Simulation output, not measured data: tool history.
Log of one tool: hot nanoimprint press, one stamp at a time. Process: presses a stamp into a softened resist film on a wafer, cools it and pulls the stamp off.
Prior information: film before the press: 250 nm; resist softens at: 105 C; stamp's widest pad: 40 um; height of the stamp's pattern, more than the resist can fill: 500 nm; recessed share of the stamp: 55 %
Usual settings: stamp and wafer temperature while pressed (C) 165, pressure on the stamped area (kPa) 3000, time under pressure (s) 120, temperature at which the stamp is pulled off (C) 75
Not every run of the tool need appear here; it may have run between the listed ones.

run,day,stamp and wafer temperature while pressed (C),pressure on the stamped area (kPa),time under pressure (s),temperature at which the stamp is pulled off (C),resist left under the stamp's widest pad (Å),greatest force while the stamp is pulled off (N)
1,0,165,3000,120,75,1207,230
# day 1.883: plate thermocouple calibrated
2,3.696,165,3000,120,75,1153,233
3,7.517,165,3000,120,75,1168,255
4,11.15,165,3000,120,75,1183,240
5,14.158,165,3000,120,75,1181,246
6,16.846,165,3000,120,75,1204,263
7,18.65,165,3000,138,75,1135,265
# day 19.742: stamp cleaned and given a new release coat
8,21.729,165,3000,138,75,1166,175
9,24.442,173,3200,114,61,821,202
10,26.6,165,3040,221,65,1008,203
# day 27.846: plate thermocouple calibrated
11,28.967,167,4790,201,65,672,200

Measured result minus the same run's result without the hidden state. Both carry the same run-to-run variation, though not necessarily the same gauge scatter:
Hidden state at play: true temperature over the reading, C; pressure that arrives at the usual setting, %; grip of the stamp's worn release coat, % over a new coat's; drift of the gauge itself on residual_nm, %; drift of the gauge itself on pull_off_n, %.
run,resist left under the stamp's widest pad (Å),greatest force while the stamp is pulled off (N)
1,+78,+59
2,+21,+61
3,+33,+72
4,+45,+73
5,+54,+77
6,+62,+86
7,+65,+88
8,+75,+5
9,+58,+10
10,+81,+13
11,+19,+14
